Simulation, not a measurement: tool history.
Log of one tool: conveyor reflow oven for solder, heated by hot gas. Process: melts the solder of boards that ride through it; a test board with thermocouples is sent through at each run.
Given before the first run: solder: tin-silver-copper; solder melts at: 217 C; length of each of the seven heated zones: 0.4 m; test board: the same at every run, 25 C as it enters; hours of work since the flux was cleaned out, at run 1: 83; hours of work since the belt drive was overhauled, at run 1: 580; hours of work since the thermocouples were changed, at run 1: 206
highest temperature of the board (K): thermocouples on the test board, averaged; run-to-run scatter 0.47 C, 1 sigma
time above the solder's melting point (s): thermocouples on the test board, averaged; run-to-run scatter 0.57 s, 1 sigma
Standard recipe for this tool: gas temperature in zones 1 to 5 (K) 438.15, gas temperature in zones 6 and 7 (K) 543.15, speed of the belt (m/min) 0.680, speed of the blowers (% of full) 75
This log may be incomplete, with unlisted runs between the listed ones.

run,hour,gas temperature in zones 1 to 5 (K),gas temperature in zones 6 and 7 (K),speed of the belt (m/min),speed of the blowers (% of full),hours of work since the flux was cleaned out,hours of work since the belt drive was overhauled,hours of work since the thermocouples were changed,highest temperature of the board (K),time above the solder's melting point (s)
1,0.0,438.15,543.15,0.680,75,83,580,206,524.45,49.9
2,13.1,438.15,543.15,0.680,75,91,588,215,524.35,49.5
3,24.0,438.15,543.15,0.680,75,98,595,222,524.15,50.7
4,45.1,438.15,543.15,0.680,79,112,609,236,525.65,51.1
5,66.7,438.15,543.15,0.687,75,126,623,250,523.15,48.7
6,83.1,438.15,543.15,0.680,75,137,634,260,524.25,50.7
7,93.7,440.15,543.15,0.680,75,143,641,267,524.45,50.0
8,113.3,438.15,543.15,0.680,75,156,653,280,524.25,50.3
9,134.8,438.15,543.15,0.640,75,170,667,294,526.15,55.0
10,144.1,438.15,543.15,0.680,75,176,673,300,522.95,49.6
11,164.2,438.15,543.15,0.680,52,189,686,313,516.35,42.0
12,183.2,438.15,543.15,0.680,52,202,699,325,515.75,41.6
13,204.2,443.15,543.15,0.680,75,215,712,339,524.15,51.1
14,226.8,443.15,543.15,0.680,75,230,727,354,523.75,52.1
15,245.5,438.15,543.15,0.680,75,242,739,366,523.15,47.9
# hour 264.8: flux residue cleaned out of gas plates and filters
16,271.4,438.15,543.15,0.680,75,4,753,379,520.85,46.3
17,282.2,438.15,543.15,0.680,75,11,760,386,520.75,46.6

For run 18, what comes out?
18,292.0,453.15,552.15,0.680,75,18,766,393,?,?

highest temperature of the board (K): 530.95
time above the solder's melting point (s): 59.6
Had the tool carried no hidden state, the very same run would have given highest temperature of the board (K) 535.35, time above the solder's melting point (s) 61.2.

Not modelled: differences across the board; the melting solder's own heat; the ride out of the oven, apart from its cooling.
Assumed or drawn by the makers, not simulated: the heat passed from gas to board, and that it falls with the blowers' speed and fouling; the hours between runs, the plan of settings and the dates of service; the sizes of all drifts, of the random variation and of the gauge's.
